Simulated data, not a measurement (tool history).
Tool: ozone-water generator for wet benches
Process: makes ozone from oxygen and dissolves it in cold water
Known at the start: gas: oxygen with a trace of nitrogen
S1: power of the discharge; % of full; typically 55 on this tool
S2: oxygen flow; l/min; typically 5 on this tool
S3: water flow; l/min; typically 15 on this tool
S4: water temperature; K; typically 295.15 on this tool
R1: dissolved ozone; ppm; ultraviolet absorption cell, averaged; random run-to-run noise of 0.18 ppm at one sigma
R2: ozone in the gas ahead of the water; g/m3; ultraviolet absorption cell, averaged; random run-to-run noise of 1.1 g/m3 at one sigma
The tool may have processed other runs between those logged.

run 1 hour=0 | S1=55 S2=5 S3=15 S4=295.15 | R1=25.3 R2=199.8
run 2 hour=18.6 | S1=55 S2=5 S3=15 S4=295.15 | R1=25.4 R2=194.7
run 3 hour=40.6 | S1=55 S2=5 S3=15 S4=295.15 | R1=25.4 R2=198.4
run 4 hour=63.8 | S1=55 S2=5 S3=15 S4=295.15 | R1=24.9 R2=194.9
run 5 hour=97.6 | S1=55 S2=5 S3=15 S4=295.15 | R1=25.1 R2=197.3
run 6 hour=116.7 | S1=55 S2=5.39 S3=15 S4=295.15 | R1=25.2 R2=191.8
run 7 hour=148.5 | S1=55 S2=5.39 S3=15 S4=295.15 | R1=24.9 R2=191.5
run 8 hour=181.2 | S1=55 S2=5.39 S3=15 S4=295.15 | R1=24.8 R2=190.6
run 9 hour=214.2 | S1=52 S2=5 S3=15 S4=295.15 | R1=24 R2=186.5
run 10 hour=243.3 | S1=52 S2=5 S3=15 S4=295.15 | R1=23.7 R2=186.9
run 11 hour=259.1 | S1=52 S2=5 S3=15 S4=295.15 | R1=24 R2=188.9
run 12 hour=292.3 | S1=52 S2=5 S3=15 S4=295.15 | R1=24 R2=187.6
run 13 hour=309.7 | S1=52 S2=5 S3=15 S4=295.15 | R1=24 R2=187.5
run 14 hour=340.6 | S1=52 S2=5 S3=10 S4=295.15 | R1=30.9 R2=187.1
run 15 hour=355.9 | S1=52 S2=5 S3=10 S4=295.15 | R1=30.6 R2=186.2
run 16 hour=391.5 | S1=52 S2=5 S3=10 S4=295.15 | R1=30.3 R2=187
run 17 hour=411.2 | S1=52 S2=4.9 S3=24 S4=293.15 | R1=16.4 R2=189.7
run 18 hour=427.3 | S1=55 S2=5 S3=15 S4=297.15 | R1=24.3 R2=195.9
run 19 hour=444 | S1=51 S2=6.19 S3=17 S4=288.15 | R1=24.2 R2=168.1
run 20 hour=477.8 | S1=52 S2=5 S3=15 S4=295.15 | R1=23.6 R2=187
run 21 hour=511.8 | S1=55 S2=4.39 S3=16 S4=297.15 | R1=22.8 R2=206.3

Predict the results of run 22:
run 22 hour=546.7 | S1=55 S2=4.21 S3=11 S4=295.15 | R1=? R2=?

R1: 30.2 ppm
R2: 210.3 g/m3
Take away the tool's hidden state, keep the run-to-run variation as it was, and the same run would have given R1 31.2 ppm, R2 213.5 g/m3.
